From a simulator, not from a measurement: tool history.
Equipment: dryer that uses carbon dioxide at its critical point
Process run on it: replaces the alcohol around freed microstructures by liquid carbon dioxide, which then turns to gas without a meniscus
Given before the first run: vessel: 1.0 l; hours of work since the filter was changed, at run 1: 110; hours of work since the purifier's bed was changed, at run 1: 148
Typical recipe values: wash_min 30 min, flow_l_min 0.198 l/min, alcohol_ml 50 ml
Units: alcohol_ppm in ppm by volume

| run | hour | wash_min | flow_l_min | alcohol_ml | hours of work since the filter was changed | hours of work since the purifier's bed was changed | alcohol_ppm |
|---|---|---|---|---|---|---|---|
| 1 | 0.0 | 30 | 0.198 | 50 | 110 | 148 | 240 |
| 2 | 6.8 | 30 | 0.198 | 50 | 113 | 151 | 237 |
| 3 | 15.4 | 30 | 0.198 | 50 | 118 | 155 | 243 |
| 4 | 25.5 | 30 | 0.198 | 50 | 123 | 160 | 250 |
| 5 | 32.3 | 30 | 0.198 | 50 | 126 | 164 | 246 |
| 6 | 39.9 | 30 | 0.198 | 50 | 130 | 168 | 244 |
| 7 | 47.8 | 30 | 0.198 | 50 | 134 | 171 | 248 |
| 8 | 56.1 | 33 | 0.198 | 50 | 138 | 176 | 156 |
| 9 | 67.5 | 33 | 0.198 | 50 | 144 | 181 | 157 |
| 10 | 77.0 | 30 | 0.198 | 50 | 148 | 186 | 259 |
| 11 | 87.2 | 30 | 0.198 | 50 | 153 | 191 | 267 |
| 12 | 98.9 | 30 | 0.198 | 50 | 159 | 197 | 268 |
| 13 | 113.2 | 30 | 0.198 | 50 | 166 | 204 | 286 |
| 14 | 123.7 | 30 | 0.198 | 50 | 172 | 209 | 277 |
| 15 | 133.1 | 30 | 0.198 | 50 | 176 | 214 | 294 |
| 16 | 146.4 | 46 | 0.198 | 50 | 183 | 220 | 38 |
| 17 | 158.2 | 46 | 0.281 | 50 | 189 | 226 | 25 |
| 18 | 169.4 | 46 | 0.281 | 50 | 194 | 232 | 13 |
| 19 | 181.7 | 46 | 0.281 | 50 | 200 | 238 | 19 |
| 20 | 193.6 | 46 | 0.281 | 50 | 206 | 244 | 12 |
| 21 | 199.3 | 30 | 0.198 | 50 | 209 | 247 | 309 |
| 22 | 206.3 | 26 | 0.198 | 50 | 213 | 250 | 623 |
| 23 | 212.2 | 35 | 0.198 | 91 | 216 | 253 | 252 |
| 24 | 224.2 | 42 | 0.198 | 91 | 222 | 259 | 88 |
| 25 | 231.1 | 30 | 0.198 | 72 | 225 | 263 | 463 |
|  | 241.6 | inlet filter changed |
| 26 | 242.7 | 30 | 0.236 | 37 | 1 | 268 | 62 |
| 27 | 249.5 | 27 | 0.281 | 22 | 4 | 271 | 37 |
| 28 | 257.6 | 38 | 0.212 | 39 | 8 | 275 | 38 |
| 29 | 270.8 | 33 | 0.308 | 40 | 15 | 282 | 25 |
| 30 | 277.2 | 30 | 0.246 | 101 | 18 | 285 | 114 |
| 31 | 291.4 | 20 | 0.151 | 66 | 25 | 292 | 3427 |
| 32 | 303.9 | 47 | 0.175 | 70 | 31 | 298 | 50 |
| 33 | 317.8 | 25 | 0.175 | 20 | 38 | 305 | 334 |
| 34 | 330.7 | 32 | 0.302 | 57 | 44 | 312 | 28 |
| 35 | 337.4 | 31 | 0.198 | 92 | 48 | 315 | 298 |
| 36 | 345.9 | 46 | 0.214 | 80 | 52 | 319 | 37 |
| 37 | 359.9 | 30 | 0.198 | 29 | 59 | 326 | 136 |
| 38 | 370.8 | 28 | 0.204 | 50 | 64 | 332 | 258 |
| 39 | 380.7 | 28 | 0.204 | 50 | 69 | 337 | 262 |
| 40 | 390.0 | 30 | 0.135 | 37 | 74 | 341 | 792 |
| 41 | 401.3 | 30 | 0.135 | 37 | 79 | 347 | 815 |
| 42 | 415.7 | 42 | 0.250 | 100 | 87 | 354 | 29 |
| 43 | 428.0 | 30 | 0.198 | 102 | 93 | 360 | 453 |

Some steps in alcohol_ppm between neighbouring runs. How much of each would the tool show without its hidden state too (settings, what came in, random variation), and how much is left for the hidden state, with any gauge scatter that isn't in both results?
The tool's hidden condition here consists of: flow that reaches the vessel past the clogged filter, %; alcohol in the recycled carbon dioxide, ppm; drift of the gauge itself on alcohol_ppm, %.
Run 20 -> 21: wash_min 46 -> 30, flow_l_min 0.281 -> 0.198. alcohol_ppm +297 ppm by volume: hidden state +136, all else +161.
Run 24 -> 25: wash_min 42 -> 30, alcohol_ml 91 -> 72. alcohol_ppm +375 ppm by volume: hidden state +172, all else +203.
Run 25 -> 26: flow_l_min 0.198 -> 0.236, alcohol_ml 72 -> 37, inlet filter changed. alcohol_ppm -401 ppm by volume: hidden state -213, all else -188.
Run 30 -> 31: wash_min 30 -> 20, flow_l_min 0.246 -> 0.151, alcohol_ml 101 -> 66. alcohol_ppm +3313 ppm by volume: hidden state +126, all else +3187.
Run 31 -> 32: wash_min 20 -> 47, flow_l_min 0.151 -> 0.175, alcohol_ml 66 -> 70. alcohol_ppm -3377 ppm by volume: hidden state -129, all else -3248.
Run 41 -> 42: wash_min 30 -> 42, flow_l_min 0.135 -> 0.250, alcohol_ml 37 -> 100. alcohol_ppm -786 ppm by volume: hidden state -115, all else -671.
